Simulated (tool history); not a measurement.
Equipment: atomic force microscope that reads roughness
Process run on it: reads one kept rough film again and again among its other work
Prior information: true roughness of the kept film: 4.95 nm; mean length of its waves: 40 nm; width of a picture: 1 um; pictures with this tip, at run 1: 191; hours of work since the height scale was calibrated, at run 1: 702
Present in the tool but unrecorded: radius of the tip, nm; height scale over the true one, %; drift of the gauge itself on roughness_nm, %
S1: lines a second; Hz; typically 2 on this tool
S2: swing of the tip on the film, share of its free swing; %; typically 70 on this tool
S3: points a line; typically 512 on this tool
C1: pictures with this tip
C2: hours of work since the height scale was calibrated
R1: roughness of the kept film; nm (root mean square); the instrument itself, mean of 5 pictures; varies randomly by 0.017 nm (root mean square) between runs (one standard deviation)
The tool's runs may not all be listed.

run   hour    S1  S2   S3   C1    C2     R1
  1      0     2  70  512  191   702  3.864
  2   36.4     2  70  512  223   721  3.814
      44.9  -- new tip fitted
  3   74.1     2  70  865   26   740  4.047
  4   98.5     2  70  865   47   753  4.022
  5  148.8     2  70  512   92   779  3.943
  6  178.6     2  70  512  118   795  3.926
  7  224.3     2  70  512  159   819  3.871
  8  266.8     2  70  512  196   841  3.828
  9  296.4     2  70  512  222   857   3.81
     305.6  -- new tip fitted
 10  330.2     2  70  512   22   874  4.055
 11  378.1     2  70  512   64   900  3.964
 12  420.3     2  70  355  102   922  3.919
 13  452.5  2.79  83  314  130   939  3.219
 14  498.2  2.15  79  632  170   963  3.556
 15  534.1  3.19  71  276  202   981  3.475
     566.7  -- new tip fitted
 16  568.7  3.19  73  273    1   999   3.63
 17  591.3  0.74  78  541   21  1011  4.231
 18  615.5  1.06  78  541   43  1024  4.085
 19  662.2  1.06  78  541   84  1048  4.044
 20  684.8  0.72  78  541  104  1060  4.099
 21  706.7  0.72  78  541  123  1072  4.111
 22    740  2.42  87  987  153  1089  3.174

Take each entry between the runs: how does the hidden state at the last listed run before it differ from the hidden state at the first listed run after it?
Between runs 2 and 3: new tip fitted (hour 44.9)
  radius of the tip, nm: 11.1 -> 5.8; height scale over the true one, %: -0.9 -> -0.93
  the result without the hidden state subtracted from the measured one, R1: -0.307 -> -0.075 nm (root mean square)
Between runs 9 and 10: new tip fitted (hour 305.6)
  radius of the tip, nm: 11.1 -> 5.7; height scale over the true one, %: -1.1 -> -1.12
  the result without the hidden state subtracted from the measured one, R1: -0.313 -> -0.081 nm (root mean square)
Between runs 15 and 16: new tip fitted (hour 566.7)
  radius of the tip, nm: 10.8 -> 5.3; height scale over the true one, %: -1.28 -> -1.3
  the result without the hidden state subtracted from the measured one, R1: -0.281 -> -0.062 nm (root mean square)
